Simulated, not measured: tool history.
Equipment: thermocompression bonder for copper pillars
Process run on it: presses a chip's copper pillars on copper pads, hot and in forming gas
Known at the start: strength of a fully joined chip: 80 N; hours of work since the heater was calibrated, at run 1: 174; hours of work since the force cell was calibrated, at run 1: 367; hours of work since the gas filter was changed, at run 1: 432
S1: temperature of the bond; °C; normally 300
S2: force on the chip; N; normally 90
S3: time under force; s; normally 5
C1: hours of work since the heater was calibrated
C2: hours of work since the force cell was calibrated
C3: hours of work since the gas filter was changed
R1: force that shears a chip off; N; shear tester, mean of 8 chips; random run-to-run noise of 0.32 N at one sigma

run	hour	S1	S2	S3	C1	C2	C3	R1
1	0	300	90	5	174	367	432	39.2
2	17.9	300	90	5	186	378	444	39.7
# hour 26.5: forming gas filter changed
3	32	300	90	5	194	387	3	43.6
4	50.9	300	90	5	206	399	16	43.5
5	59.1	300	90	4	211	404	21	40.5
6	68.1	300	90	5	217	410	26	43.1
7	84.4	300	90	5	228	420	37	43.4
8	103.8	300	90	5	240	433	49	42.6
9	118.7	300	124	5	249	442	59	48.9
10	136.1	300	124	5	260	453	70	48.1
11	149.9	300	124	5	269	462	79	47.8
12	164.8	300	124	12	279	471	88	60.5
13	173.5	300	124	12	284	477	94	60.7
14	186.5	300	124	12	292	485	102	59.7
15	196.6	275	102	14	299	491	108	45.2
16	211.9	300	128	5	309	501	118	49.4
17	228.2	300	128	5	319	512	128	48.3
18	237.6	300	68	5	325	518	134	37.7
19	249	300	90	13	332	525	142	56
20	264.1	276	69	4	342	534	151	24.3
21	272.7	276	69	4	347	540	157	24.1
22	285.1	276	69	4	355	548	164	24.4
23	297.6	303	63	5	363	556	172	37.9
24	311.9	312	80	3	372	565	182	38.7

Forecast each of these 4 alternatives for the next run:
A	327	282	69	3	382	574	191	?
B	327	300	96	8	382	574	191	?
C	327	300	117	11	382	574	191	?
D	327	293	61	4	382	574	191	?

run	R1
A	23.7
B	49.5
C	57.4
D	29.4
Had the tool no hidden state, the same runs would have come out as:
run	R1
A	24.5
B	51.2
C	59.5
D	30.3

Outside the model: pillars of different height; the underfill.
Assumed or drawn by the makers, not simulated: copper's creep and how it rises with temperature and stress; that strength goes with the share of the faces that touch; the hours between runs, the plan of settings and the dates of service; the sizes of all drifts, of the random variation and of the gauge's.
